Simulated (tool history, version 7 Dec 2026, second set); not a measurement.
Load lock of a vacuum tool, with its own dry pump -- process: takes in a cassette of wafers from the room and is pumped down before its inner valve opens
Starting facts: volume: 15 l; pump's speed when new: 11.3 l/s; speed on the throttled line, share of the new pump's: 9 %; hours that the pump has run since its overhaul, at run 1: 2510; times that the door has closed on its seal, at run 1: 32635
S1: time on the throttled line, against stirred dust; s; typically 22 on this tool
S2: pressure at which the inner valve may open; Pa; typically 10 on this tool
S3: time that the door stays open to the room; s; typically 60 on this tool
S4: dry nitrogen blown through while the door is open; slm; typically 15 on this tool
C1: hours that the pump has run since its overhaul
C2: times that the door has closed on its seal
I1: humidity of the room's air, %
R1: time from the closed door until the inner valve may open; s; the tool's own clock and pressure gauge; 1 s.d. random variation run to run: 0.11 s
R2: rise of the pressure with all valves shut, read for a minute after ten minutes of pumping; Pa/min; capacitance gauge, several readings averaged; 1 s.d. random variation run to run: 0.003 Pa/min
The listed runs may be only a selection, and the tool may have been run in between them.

run 1 day=0 | S1=22 S2=10 S3=60 S4=15 | C1=2510 C2=32635 | I1=45.1 | R1=32.2 R2=0.048
run 2 day=4.692 | S1=22 S2=10 S3=60 S4=15 | C1=2623 C2=33105 | I1=46.2 | R1=32.2 R2=0.049
run 3 day=7.988 | S1=22 S2=10 S3=60 S4=15 | C1=2702 C2=33435 | I1=42.3 | R1=32.1 R2=0.039
run 4 day=10.396 | S1=12 S2=10 S3=60 S4=15 | C1=2760 C2=33676 | I1=46.9 | R1=23.2 R2=0.048
run 5 day=13.942 | S1=12 S2=10 S3=60 S4=15 | C1=2845 C2=34032 | I1=43.7 | R1=23.2 R2=0.048
run 6 day=17.712 | S1=39 S2=10 S3=60 S4=15 | C1=2935 C2=34410 | I1=47.7 | R1=47.7 R2=0.044
run 7 day=20.654 | S1=39 S2=10 S3=60 S4=15 | C1=3006 C2=34704 | I1=42.4 | R1=47.7 R2=0.046
run 8 day=22.904 | S1=39 S2=10 S3=39 S4=15 | C1=3060 C2=34929 | I1=43.5 | R1=47.6 R2=0.035
run 9 day=27.288 | S1=39 S2=10 S3=39 S4=15 | C1=3165 C2=35369 | I1=43.7 | R1=47.4 R2=0.04
run 10 day=30.55 | S1=22 S2=10 S3=60 S4=18 | C1=3243 C2=35696 | I1=47.5 | R1=32.2 R2=0.047
run 11 day=34.979 | S1=22 S2=10 S3=60 S4=18 | C1=3350 C2=36139 | I1=43.7 | R1=32.2 R2=0.044
run 12 day=38.542 | S1=22 S2=10 S3=60 S4=18 | C1=3435 C2=36497 | I1=45.1 | R1=32.1 R2=0.04
run 13 day=40.696 | S1=22 S2=10 S3=60 S4=18 | C1=3487 C2=36712 | I1=42.9 | R1=32.4 R2=0.041
run 14 day=44.521 | S1=22 S2=10 S3=91 S4=18 | C1=3579 C2=37096 | I1=43.6 | R1=32.3 R2=0.058
run 15 day=47.479 | S1=22 S2=10 S3=91 S4=18 | C1=3650 C2=37392 | I1=45.1 | R1=32.3 R2=0.051
run 16 day=50.579 | S1=30 S2=10 S3=60 S4=15 | C1=3724 C2=37703 | I1=41.7 | R1=39.4 R2=0.042
run 17 day=55.212 | S1=30 S2=13 S3=60 S4=15 | C1=3835 C2=38167 | I1=40.5 | R1=39.4 R2=0.046
run 18 day=58.262 | S1=31 S2=10 S3=60 S4=15 | C1=3908 C2=38472 | I1=47 | R1=40.2 R2=0.044
run 19 day=61.596 | S1=22 S2=13 S3=181 S4=15 | C1=3988 C2=38806 | I1=45.4 | R1=31.7 R2=0.094
run 20 day=64.767 | S1=20 S2=20 S3=181 S4=12 | C1=4065 C2=39124 | I1=46.8 | R1=29.5 R2=0.109
run 21 day=67.546 | S1=20 S2=20 S3=181 S4=17 | C1=4131 C2=39403 | I1=46.5 | R1=29.4 R2=0.093
run 22 day=71.696 | S1=22 S2=10 S3=60 S4=19 | C1=4231 C2=39818 | I1=47.1 | R1=32.4 R2=0.038
run 23 day=76.029 | S1=38 S2=12 S3=60 S4=15 | C1=4335 C2=40253 | I1=44.1 | R1=46.4 R2=0.043
run 24 day=80.717 | S1=13 S2=10 S3=60 S4=15 | C1=4447 C2=40723 | I1=46.9 | R1=24.2 R2=0.044
run 25 day=84.858 | S1=13 S2=10 S3=60 S4=15 | C1=4547 C2=41137 | I1=45.1 | R1=24.1 R2=0.048
run 26 day=86.808 | S1=13 S2=10 S3=60 S4=15 | C1=4594 C2=41333 | I1=46.6 | R1=24.1 R2=0.048
run 27 day=89.454 | S1=30 S2=8 S3=60 S4=15 | C1=4657 C2=41598 | I1=45 | R1=39.7 R2=0.052
run 28 day=91.433 | S1=16 S2=14 S3=145 S4=25 | C1=4704 C2=41796 | I1=45.1 | R1=26.2 R2=0.067
run 29 day=95.408 | S1=22 S2=10 S3=35 S4=7 | C1=4800 C2=42194 | I1=44.2 | R1=32.1 R2=0.046
run 30 day=98.471 | S1=22 S2=10 S3=35 S4=7 | C1=4873 C2=42501 | I1=44.3 | R1=32.2 R2=0.044
run 31 day=100.454 | S1=22 S2=11 S3=60 S4=15 | C1=4921 C2=42700 | I1=45.3 | R1=32 R2=0.056
run 32 day=102.55 | S1=22 S2=11 S3=60 S4=15 | C1=4971 C2=42910 | I1=43.9 | R1=32.1 R2=0.047
run 33 day=106.283 | S1=15 S2=11 S3=60 S4=33 | C1=5061 C2=43284 | I1=46.5 | R1=25.6 R2=0.037

Consider 3 possible next runs. They are alternatives, not a sequence: every one starts from the tool as it was left by run 33. What does each give?
run A day=108.462 | S1=15 S2=7 S3=28 S4=36 | C1=5113 C2=43502 | I1=45.7 | R1=? R2=?
run B day=108.462 | S1=22 S2=10 S3=73 S4=15 | C1=5113 C2=43502 | I1=44.6 | R1=? R2=?
run C day=108.462 | S1=27 S2=10 S3=92 S4=13 | C1=5113 C2=43502 | I1=45.1 | R1=? R2=?

run=A R1=26.4 R2=0.015
run=B R1=32.2 R2=0.049
run=C R1=36.9 R2=0.06
Stripped of hidden state, with their random variation kept, the same runs would have yielded:
run=A R1=26.4 R2=0.013
run=B R1=32.2 R2=0.047
run=C R1=36.9 R2=0.057
